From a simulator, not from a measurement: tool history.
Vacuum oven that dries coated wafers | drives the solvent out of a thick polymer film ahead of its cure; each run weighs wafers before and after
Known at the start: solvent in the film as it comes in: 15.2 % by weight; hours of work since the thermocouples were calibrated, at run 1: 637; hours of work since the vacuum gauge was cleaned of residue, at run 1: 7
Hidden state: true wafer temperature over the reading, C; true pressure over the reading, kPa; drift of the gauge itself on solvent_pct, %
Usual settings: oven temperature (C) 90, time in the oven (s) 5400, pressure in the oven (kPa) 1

run,hour,oven temperature (C),time in the oven (s),pressure in the oven (kPa),hours of work since the thermocouples were calibrated,hours of work since the vacuum gauge was cleaned of residue,solvent left in the film (%)
1,0,90,5400,1,637,7,1.1
2,7.4,98,5400,1,640,11,0.47
3,14.8,98,5400,1,643,14,0.61
4,22.7,98,5400,1,647,18,0.45
5,28.5,98,5400,1,650,21,0.51
6,33.5,98,5400,1,652,23,0.49
7,43.6,90,4860,1,657,28,1.36
8,52.2,90,4860,1,661,32,1.32
9,62.8,90,5400,1,666,36,1.06
10,74,80,5400,1,671,42,3.48
11,85,90,5400,2.08,676,47,1.7
12,95.1,90,5400,1,681,51,1.12
13,100.8,90,5400,3.16,683,54,2.35
14,108.5,88,5400,1,687,58,1.3
15,120,88,5400,1,692,63,1.41
16,126.4,88,5400,1,695,66,1.49
17,133.3,88,5400,1,698,69,1.51
18,139.1,88,5400,1,701,72,1.42
19,146.4,88,5400,1,704,75,1.47
20,158.7,90,5400,1,710,81,1.12
21,165.5,90,5400,1,713,84,1.17
22,173.2,90,5400,1,717,88,1.14
# hour 175.4: vacuum gauge cleaned of residue and calibrated
# hour 181.4: oven's thermocouples calibrated
23,186.8,90,5400,1,3,4,1.22
24,195.4,90,4320,0.78,7,8,1.52
25,205.2,90,5400,1.45,11,13,1.42
26,212.3,90,5400,1.45,14,16,1.53
# hour 214.7: vacuum gauge cleaned of residue and calibrated, once more
27,220.8,99,3840,1.45,18,3,0.92
28,232,99,3840,1.45,23,8,0.94
29,242.3,99,3840,1.45,28,13,0.88
30,251,99,3840,1.45,32,17,0.91
31,257.1,99,3840,1.45,34,20,0.84
32,265.7,90,3240,0.56,38,24,2.24
33,276.7,84,3660,1.46,43,29,4.28
34,282.7,90,8520,2.68,46,32,1.83
35,292.7,83,3420,0.92,51,36,4.46
36,304,94,2820,1,56,41,1.92
37,312,87,6000,1,60,45,1.48
38,322.2,87,6000,1,65,50,1.5
39,330.6,78,4740,0.85,68,54,4.8
40,337.2,90,7800,3.26,72,57,2.32
41,346.4,86,7380,1.29,76,61,1.59
42,352.8,102,5100,2.55,79,64,1.06
43,361.8,102,5100,2.55,83,68,1.09
44,373.8,90,3300,2.53,88,74,3.37
45,382.7,78,6780,1,93,78,3.57
46,394.7,78,6780,1,98,83,3.6

4 ways to go on from here, each from the tool as it stands after run 46. What would each give?
A,400,77,8400,0.56,101,86,?
B,400,90,5400,0.56,101,86,?
C,400,80,8100,1,101,86,?
D,400,103,3840,1.05,101,86,?

run,solvent left in the film (%)
A,2.72
B,1.02
C,2.33
D,0.48
Without the tool's hidden state the same runs would have given:
run,solvent left in the film (%)
A,2.59
B,0.94
C,2.21
D,0.45

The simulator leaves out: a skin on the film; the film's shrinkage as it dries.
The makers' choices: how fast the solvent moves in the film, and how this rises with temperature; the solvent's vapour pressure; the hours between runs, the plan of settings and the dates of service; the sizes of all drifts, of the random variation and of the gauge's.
